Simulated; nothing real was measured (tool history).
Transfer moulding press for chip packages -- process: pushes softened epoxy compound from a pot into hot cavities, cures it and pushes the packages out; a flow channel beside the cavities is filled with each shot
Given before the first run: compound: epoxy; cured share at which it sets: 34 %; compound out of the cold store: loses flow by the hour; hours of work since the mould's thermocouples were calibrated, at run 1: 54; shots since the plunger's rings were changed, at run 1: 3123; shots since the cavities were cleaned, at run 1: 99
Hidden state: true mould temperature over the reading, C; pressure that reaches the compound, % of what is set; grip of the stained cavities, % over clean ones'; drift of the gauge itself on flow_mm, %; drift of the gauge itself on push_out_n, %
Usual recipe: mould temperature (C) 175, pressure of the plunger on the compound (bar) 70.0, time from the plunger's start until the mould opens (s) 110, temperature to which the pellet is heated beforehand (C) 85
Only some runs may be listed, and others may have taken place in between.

| run | hour | mould temperature (C) | pressure of the plunger on the compound (bar) | time from the plunger's start until the mould opens (s) | temperature to which the pellet is heated beforehand (C) | hours of work since the mould's thermocouples were calibrated | shots since the plunger's rings were changed | shots since the cavities were cleaned | incoming compound's hours out of the cold store | length that the compound runs in the flow channel (mm) | greatest force on the pins that push the packages out (N) |
|---|---|---|---|---|---|---|---|---|---|---|---|
| 1 | 0.0 | 175 | 70.0 | 110 | 85 | 54 | 3123 | 99 | 30.4 | 810 | 389 |
|  | 6.2 | plunger's sealing rings changed |
| 2 | 9.0 | 175 | 70.0 | 110 | 85 | 58 | 26 | 159 | 43.3 | 792 | 412 |
| 3 | 18.2 | 175 | 70.0 | 110 | 91 | 63 | 111 | 244 | 20.4 | 859 | 464 |
| 4 | 29.3 | 175 | 70.0 | 110 | 91 | 70 | 213 | 346 | 42.6 | 794 | 480 |
|  | 37.2 | cavities cleaned with cleaning compound and waxed |
| 5 | 40.8 | 175 | 70.0 | 110 | 91 | 75 | 306 | 34 | 8.6 | 897 | 632 |
| 6 | 49.7 | 175 | 70.0 | 110 | 91 | 81 | 389 | 117 | 12.3 | 884 | 605 |
| 7 | 57.0 | 175 | 70.0 | 110 | 92 | 85 | 456 | 184 | 19.7 | 863 | 625 |
| 8 | 63.6 | 171 | 70.0 | 110 | 85 | 89 | 517 | 245 | 32.9 | 841 | 748 |
| 9 | 70.7 | 171 | 72.0 | 110 | 78 | 93 | 582 | 310 | 35.0 | 844 | 752 |
| 10 | 78.2 | 175 | 70.0 | 103 | 90 | 97 | 652 | 380 | 46.9 | 778 | 625 |
|  | 82.5 | cavities cleaned with cleaning compound and waxed |
| 11 | 85.5 | 175 | 70.0 | 103 | 88 | 101 | 705 | 27 | 31.2 | 824 | 393 |
|  | 92.1 | cavities cleaned with cleaning compound and waxed, once more |
| 12 | 92.1 | 175 | 70.0 | 110 | 79 | 104 | 753 | 0 | 36.3 | 806 | 350 |
| 13 | 97.2 | 175 | 76.4 | 110 | 79 | 107 | 800 | 47 | 24.7 | 880 | 381 |
| 14 | 104.5 | 175 | 76.4 | 110 | 79 | 111 | 867 | 114 | 42.4 | 825 | 395 |
| 15 | 110.1 | 178 | 55.1 | 148 | 82 | 114 | 918 | 165 | 12.6 | 766 | 377 |

Predict each of these 3 candidate next runs independently; none follows another, all start after run 15:
| A | 116.3 | 178 | 56.0 | 148 | 86 | 118 | 976 | 223 | 18.1 | ? | ? |
| B | 116.3 | 176 | 65.9 | 110 | 85 | 118 | 976 | 223 | 13.7 | ? | ? |
| C | 116.3 | 175 | 70.0 | 106 | 85 | 118 | 976 | 223 | 34.0 | ? | ? |

| run | length that the compound runs in the flow channel (mm) | greatest force on the pins that push the packages out (N) |
|---|---|---|
| A | 758 | 375 |
| B | 844 | 450 |
| C | 811 | 482 |
Stripped of hidden state, with their random variation kept, the same runs would have yielded:
| run | length that the compound runs in the flow channel (mm) | greatest force on the pins that push the packages out (N) |
|---|---|---|
| A | 764 | 285 |
| B | 852 | 337 |
| C | 819 | 361 |

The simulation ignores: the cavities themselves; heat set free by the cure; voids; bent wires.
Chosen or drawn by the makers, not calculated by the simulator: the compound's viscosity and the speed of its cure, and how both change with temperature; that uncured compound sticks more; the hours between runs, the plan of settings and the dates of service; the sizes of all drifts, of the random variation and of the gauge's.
